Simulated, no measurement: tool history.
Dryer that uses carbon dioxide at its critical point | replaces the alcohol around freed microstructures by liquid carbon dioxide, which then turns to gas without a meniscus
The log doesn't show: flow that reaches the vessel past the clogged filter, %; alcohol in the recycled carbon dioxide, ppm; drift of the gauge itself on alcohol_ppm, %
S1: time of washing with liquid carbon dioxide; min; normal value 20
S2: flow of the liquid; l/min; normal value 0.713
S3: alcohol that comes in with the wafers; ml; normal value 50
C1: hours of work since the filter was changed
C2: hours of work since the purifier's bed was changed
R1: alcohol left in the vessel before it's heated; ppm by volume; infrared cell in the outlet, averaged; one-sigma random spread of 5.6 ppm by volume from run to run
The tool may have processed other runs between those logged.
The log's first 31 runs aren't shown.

run     day  S1     S2   S3   C1   C2    R1
     40.504  -- inlet filter changed
 32  40.921  20  0.759   32    6  319   147
 33  42.129  23  0.859   34   22  336    97
 34  43.512  18  0.601  111   41  354  1267
 35  45.221  20  1.009   50   64  377   107
 36  46.350  25  0.511   40   79  393   302
 37  47.383  25  0.511   40   93  407   318
 38  49.117  15  0.992   64  116  430   316
 39  50.004  23  0.524   23  128  442   278
 40  51.225  19  0.930   27  145  459   137

Predict each of these 4 candidate next runs independently; none follows another, all start after run 40:
  A  52.825  32  0.930  27  167  480   ?
  B  52.825  26  0.582  27  167  480   ?
  C  52.825  17  0.713  50  167  480   ?
  D  52.825  24  0.755  87  167  480   ?

run   R1
  A  112
  B  181
  C  532
  D  193
With the hidden condition removed and each run's random variation left untouched, the same runs would have given:
run   R1
  A    8
  B   66
  C  360
  D   72

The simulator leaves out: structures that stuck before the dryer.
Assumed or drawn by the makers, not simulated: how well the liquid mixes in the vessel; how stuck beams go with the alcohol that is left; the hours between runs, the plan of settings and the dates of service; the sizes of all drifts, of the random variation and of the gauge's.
